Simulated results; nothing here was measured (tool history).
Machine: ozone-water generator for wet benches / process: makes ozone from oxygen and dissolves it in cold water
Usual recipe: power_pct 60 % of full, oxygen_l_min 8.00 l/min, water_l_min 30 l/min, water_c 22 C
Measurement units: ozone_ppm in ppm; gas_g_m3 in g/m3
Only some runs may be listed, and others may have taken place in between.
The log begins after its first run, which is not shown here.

run      day  power_pct  oxygen_l_min  water_l_min  water_c  hours of work since the electrodes were changed  hours of work since the contactor was cleaned  hours of work since the thermometer was calibrated  ozone_ppm  gas_g_m3
  2    5.562         60          8.00           30       22                                              287                                           1810                                                1429       17.6     229.2
  3    8.879         60          8.00           30       22                                              350                                           1873                                                1492       17.4     229.1
  4   16.321         60          8.00           30       22                                              491                                           2013                                                1633       17.3     227.6
  5   19.746         60          8.00           30       22                                              556                                           2078                                                1698       17.6     229.6
  6   25.904         60          8.00           30       22                                              672                                           2195                                                1814       17.6     229.7
  7   33.283         60          8.00           30       28                                              812                                           2335                                                1954       15.8     228.7
  8   40.596         60          4.33           30       22                                              951                                           2473                                                2092       16.4     300.1
  9   46.512         60          8.00           30       22                                             1063                                           2585                                                2205       17.3     231.2
 10   52.867         60          8.00           30       22                                             1183                                           2706                                                2325       17.5     228.9
 11   59.221         60          8.00           30       22                                             1303                                           2826                                                2445       17.3     227.6
 12   63.229         60          8.00           30       22                                             1379                                           2902                                                2521       17.7     228.6
 13   69.950         60          8.00           30       22                                             1506                                           3029                                                2648       17.5     227.5
 14   76.442         60          8.00           30       14                                             1629                                           3152                                                2771       19.8     224.7
 15   83.854         60          8.00           30       14                                             1770                                           3292                                                2912       19.9     227.4
 16   86.875         60          8.00           30       22                                             1827                                           3349                                                2969       17.6     228.5
 17   91.692         60          8.00           30       22                                             1918                                           3441                                                3060       17.4     226.0
 18   98.146         60          8.00           30       22                                             2040                                           3563                                                3182       17.5     223.1
 19  104.967         60          8.00           30       22                                             2169                                           3692                                                3311       17.6     226.0
 20  110.617         60         10.35           20       22                                             2276                                           3799                                                3418       23.9     201.2
 21  115.950         54         12.94           19       28                                             2377                                           3900                                                3519       19.5     169.4

Run 22 is up next; what results do you expect?
 22  122.958         42         12.21           30       15                                             2510                                           4033                                                3652          ?         ?

{"run 22": {"ozone_ppm": 15.9, "gas_g_m3": 149.9}}
With no hidden state in the tool, this same run would have given ozone_ppm 15.9 ppm, gas_g_m3 152.8 g/m3.
